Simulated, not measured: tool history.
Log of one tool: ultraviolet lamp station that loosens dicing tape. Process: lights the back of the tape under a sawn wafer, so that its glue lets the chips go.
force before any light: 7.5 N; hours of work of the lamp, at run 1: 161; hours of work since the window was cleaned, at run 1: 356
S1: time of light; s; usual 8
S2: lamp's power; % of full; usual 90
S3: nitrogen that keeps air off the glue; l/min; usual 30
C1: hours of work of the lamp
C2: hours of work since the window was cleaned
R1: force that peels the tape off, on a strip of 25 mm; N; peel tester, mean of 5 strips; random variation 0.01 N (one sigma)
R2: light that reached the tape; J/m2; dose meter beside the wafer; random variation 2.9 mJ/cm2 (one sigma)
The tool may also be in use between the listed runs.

{"run": 1, "day": 0.0, "S1": 8, "S2": 90, "S3": 30, "C1": 161, "C2": 356, "R1": 0.543, "R2": 3910}
{"run": 2, "day": 1.188, "S1": 8, "S2": 90, "S3": 30, "C1": 184, "C2": 378, "R1": 0.549, "R2": 3850}
{"day": 2.667, "done": "window cleaned of glue's vapour"}
{"run": 3, "day": 2.812, "S1": 8, "S2": 72, "S3": 30, "C1": 214, "C2": 3, "R1": 0.874, "R2": 2960}
{"run": 4, "day": 4.408, "S1": 8, "S2": 90, "S3": 30, "C1": 244, "C2": 33, "R1": 0.592, "R2": 3680}
{"run": 5, "day": 5.362, "S1": 8, "S2": 63, "S3": 30, "C1": 262, "C2": 51, "R1": 1.165, "R2": 2580}
{"run": 6, "day": 7.254, "S1": 8, "S2": 90, "S3": 30, "C1": 298, "C2": 86, "R1": 0.621, "R2": 3610}
{"run": 7, "day": 8.529, "S1": 8, "S2": 77, "S3": 30, "C1": 322, "C2": 111, "R1": 0.836, "R2": 3030}
{"run": 8, "day": 9.854, "S1": 8, "S2": 99, "S3": 30, "C1": 347, "C2": 136, "R1": 0.519, "R2": 3910}
{"run": 9, "day": 10.908, "S1": 8, "S2": 99, "S3": 36, "C1": 367, "C2": 155, "R1": 0.498, "R2": 3860}
{"run": 10, "day": 12.725, "S1": 8, "S2": 99, "S3": 36, "C1": 401, "C2": 190, "R1": 0.512, "R2": 3850}
{"run": 11, "day": 13.867, "S1": 8, "S2": 99, "S3": 36, "C1": 422, "C2": 211, "R1": 0.511, "R2": 3840}
{"day": 14.279, "done": "window cleaned of glue's vapour, once more"}
{"run": 12, "day": 15.454, "S1": 8, "S2": 90, "S3": 60, "C1": 452, "C2": 22, "R1": 0.407, "R2": 3810}
{"run": 13, "day": 16.608, "S1": 4, "S2": 63, "S3": 30, "C1": 474, "C2": 44, "R1": 2.849, "R2": 1300}
{"run": 14, "day": 17.604, "S1": 6, "S2": 70, "S3": 43, "C1": 493, "C2": 63, "R1": 1.283, "R2": 2150}
{"run": 15, "day": 19.571, "S1": 6, "S2": 90, "S3": 29, "C1": 530, "C2": 100, "R1": 1.073, "R2": 2690}
{"run": 16, "day": 20.658, "S1": 6, "S2": 90, "S3": 15, "C1": 550, "C2": 120, "R1": 1.54, "R2": 2710}
{"run": 17, "day": 22.1, "S1": 8, "S2": 77, "S3": 34, "C1": 577, "C2": 147, "R1": 0.783, "R2": 3030}
{"run": 18, "day": 23.883, "S1": 8, "S2": 92, "S3": 34, "C1": 611, "C2": 181, "R1": 0.559, "R2": 3630}
{"run": 19, "day": 25.742, "S1": 16, "S2": 90, "S3": 26, "C1": 646, "C2": 216, "R1": 0.225, "R2": 6990}
{"run": 20, "day": 27.583, "S1": 13, "S2": 99, "S3": 30, "C1": 681, "C2": 251, "R1": 0.242, "R2": 6220}
{"run": 21, "day": 28.871, "S1": 8, "S2": 61, "S3": 45, "C1": 705, "C2": 275, "R1": 1.174, "R2": 2310}
{"run": 22, "day": 30.338, "S1": 8, "S2": 63, "S3": 22, "C1": 733, "C2": 303, "R1": 1.519, "R2": 2380}
{"run": 23, "day": 31.171, "S1": 8, "S2": 63, "S3": 22, "C1": 748, "C2": 319, "R1": 1.575, "R2": 2330}

Forecast each of these 3 alternatives for the next run:
{"run": "A", "day": 32.375, "S1": 8, "S2": 63, "S3": 10, "C1": 771, "C2": 341, "R1": "?", "R2": "?"}
{"run": "B", "day": 32.375, "S1": 8, "S2": 63, "S3": 30, "C1": 771, "C2": 341, "R1": "?", "R2": "?"}
{"run": "C", "day": 32.375, "S1": 8, "S2": 63, "S3": 30, "C1": 771, "C2": 341, "R1": "?", "R2": "?"}

run=A R1=2.197 R2=2340
run=B R1=1.349 R2=2340
run=C R1=1.327 R2=2350
Without the tool's hidden state the same runs would have given:
run=A R1=1.624 R2=2970
run=B R1=0.901 R2=2960
run=C R1=0.887 R2=2970
